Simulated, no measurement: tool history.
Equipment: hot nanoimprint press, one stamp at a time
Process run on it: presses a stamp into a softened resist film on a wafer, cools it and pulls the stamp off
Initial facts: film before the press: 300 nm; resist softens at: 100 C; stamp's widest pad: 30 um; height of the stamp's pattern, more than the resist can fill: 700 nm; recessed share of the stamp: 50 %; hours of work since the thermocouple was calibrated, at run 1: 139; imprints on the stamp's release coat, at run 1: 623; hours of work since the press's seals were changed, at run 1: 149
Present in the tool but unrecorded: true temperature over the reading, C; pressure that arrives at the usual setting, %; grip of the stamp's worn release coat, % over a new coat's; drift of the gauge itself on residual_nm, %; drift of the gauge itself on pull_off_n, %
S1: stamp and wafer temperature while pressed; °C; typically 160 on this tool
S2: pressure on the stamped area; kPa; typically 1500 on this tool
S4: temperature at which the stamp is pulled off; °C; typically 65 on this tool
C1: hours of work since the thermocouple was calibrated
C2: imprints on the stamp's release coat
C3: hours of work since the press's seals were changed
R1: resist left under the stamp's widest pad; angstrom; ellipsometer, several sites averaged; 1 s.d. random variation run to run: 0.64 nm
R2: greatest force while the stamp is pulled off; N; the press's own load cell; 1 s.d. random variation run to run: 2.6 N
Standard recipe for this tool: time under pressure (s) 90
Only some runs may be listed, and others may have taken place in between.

Run 1, hour 0.0: usual settings; C1 139; C2 623; C3 149. Result: R1 1437 angstrom, R2 215 N.
Run 2, hour 7.0: usual settings; C1 142; C2 633; C3 152. Result: R1 1431 angstrom, R2 207 N.
Run 3, hour 15.0: usual settings; C1 145; C2 644; C3 155. Result: R1 1435 angstrom, R2 209 N.
Run 4, hour 23.1: usual settings; C1 149; C2 656; C3 159. Result: R1 1438 angstrom, R2 216 N.
Run 5, hour 30.5: usual settings but S2 1310 kPa; C1 152; C2 666; C3 162. Result: R1 1515 angstrom, R2 214 N.
Run 6, hour 36.9: usual settings but S2 1310 kPa; C1 155; C2 676; C3 165. Result: R1 1512 angstrom, R2 211 N.
Run 7, hour 48.1: usual settings but S2 1310 kPa; C1 160; C2 691; C3 170. Result: R1 1521 angstrom, R2 211 N.
Run 8, hour 59.5: usual settings but S2 1310 kPa, time under pressure (s) 119; C1 165; C2 708; C3 175. Result: R1 1351 angstrom, R2 206 N.
Run 9, hour 66.2: usual settings but S2 1310 kPa, time under pressure (s) 119; C1 168; C2 717; C3 178. Result: R1 1345 angstrom, R2 217 N.
At hour 79.3: stamp cleaned and given a new release coat.
Run 10, hour 81.1: usual settings; C1 171; C2 3; C3 182. Result: R1 1420 angstrom, R2 208 N.
Run 11, hour 95.2: usual settings but S4 52 °C; C1 178; C2 23; C3 188. Result: R1 1436 angstrom, R2 266 N.
Run 12, hour 109.0: usual settings but S4 54 °C; C1 184; C2 43; C3 194. Result: R1 1414 angstrom, R2 253 N.
Run 13, hour 118.1: usual settings but S4 54 °C; C1 188; C2 56; C3 198. Result: R1 1422 angstrom, R2 262 N.
Run 14, hour 125.0: usual settings but S4 54 °C; C1 191; C2 66; C3 201. Result: R1 1427 angstrom, R2 259 N.
Run 15, hour 131.6: usual settings but S4 54 °C; C1 193; C2 75; C3 204. Result: R1 1423 angstrom, R2 254 N.
Run 16, hour 139.2: usual settings but S4 54 °C; C1 197; C2 86; C3 207. Result: R1 1427 angstrom, R2 258 N.
Run 17, hour 150.4: usual settings but S1 170 °C, time under pressure (s) 49; C1 202; C2 102; C3 212. Result: R1 1151 angstrom, R2 210 N.
Run 18, hour 157.5: usual settings but S1 169 °C, S4 68 °C; C1 205; C2 112; C3 215. Result: R1 931 angstrom, R2 195 N.
Run 19, hour 169.6: usual settings but S1 151 °C, S4 60 °C; C1 210; C2 130; C3 220. Result: R1 2074 angstrom, R2 231 N.
Run 20, hour 178.5: usual settings but S1 151 °C, S2 950 kPa, time under pressure (s) 95, S4 60 °C; C1 214; C2 142; C3 224. Result: R1 2276 angstrom, R2 236 N.
Run 21, hour 187.8: usual settings but S1 165 °C, S2 950 kPa, time under pressure (s) 155, S4 60 °C; C1 218; C2 156; C3 228. Result: R1 1093 angstrom, R2 230 N.
Run 22, hour 198.7: usual settings but S1 165 °C, S2 950 kPa, time under pressure (s) 155, S4 60 °C; C1 223; C2 171; C3 233. Result: R1 1090 angstrom, R2 238 N.
Run 23, hour 213.0: usual settings but S1 163 °C, S2 1140 kPa, time under pressure (s) 169, S4 69 °C; C1 229; C2 192; C3 239. Result: R1 1062 angstrom, R2 195 N.
Run 24, hour 220.3: usual settings but S1 163 °C, S2 1140 kPa, time under pressure (s) 169, S4 69 °C; C1 232; C2 202; C3 242. Result: R1 1059 angstrom, R2 197 N.
Run 25, hour 232.0: usual settings but S1 157 °C, S2 930 kPa; C1 237; C2 219; C3 247. Result: R1 1884 angstrom, R2 210 N.
Run 26, hour 244.9: usual settings but time under pressure (s) 152, S4 60 °C; C1 243; C2 237; C3 253. Result: R1 1144 angstrom, R2 236 N.
Run 27, hour 253.2: usual settings but S1 157 °C, S2 1740 kPa, time under pressure (s) 144, S4 72 °C; C1 247; C2 249; C3 257. Result: R1 1271 angstrom, R2 175 N.
Run 28, hour 263.2: usual settings but S1 157 °C, S2 1740 kPa, time under pressure (s) 144, S4 72 °C; C1 251; C2 263; C3 261. Result: R1 1276 angstrom, R2 179 N.
Run 29, hour 274.5: usual settings but S1 157 °C, S2 1740 kPa, time under pressure (s) 144, S4 72 °C; C1 256; C2 280; C3 266. Result: R1 1272 angstrom, R2 184 N.

Predict each of these 4 candidate next runs independently; none follows another, all start after run 29:
Run A, hour 284.9: usual settings but S1 154 °C, S2 1050 kPa, S4 61 °C; C1 260; C2 294; C3 270. Result: R1 ?, R2 ?.
Run B, hour 284.9: usual settings but S1 167 °C; C1 260; C2 294; C3 270. Result: R1 ?, R2 ?.
Run C, hour 284.9: usual settings but S1 169 °C, S2 1740 kPa, time under pressure (s) 60, S4 68 °C; C1 260; C2 294; C3 270. Result: R1 ?, R2 ?.
Run D, hour 284.9: usual settings but S1 157 °C, S2 970 kPa, time under pressure (s) 95, S4 72 °C; C1 260; C2 294; C3 270. Result: R1 ?, R2 ?.

run    R1   R2
  A  2024  232
  B  1008  212
  C  1021  197
  D  1845  177
Had the tool no hidden state, the same runs would have come out as:
run    R1   R2
  A  2071  231
  B  1032  211
  C  1045  196
  D  1888  177

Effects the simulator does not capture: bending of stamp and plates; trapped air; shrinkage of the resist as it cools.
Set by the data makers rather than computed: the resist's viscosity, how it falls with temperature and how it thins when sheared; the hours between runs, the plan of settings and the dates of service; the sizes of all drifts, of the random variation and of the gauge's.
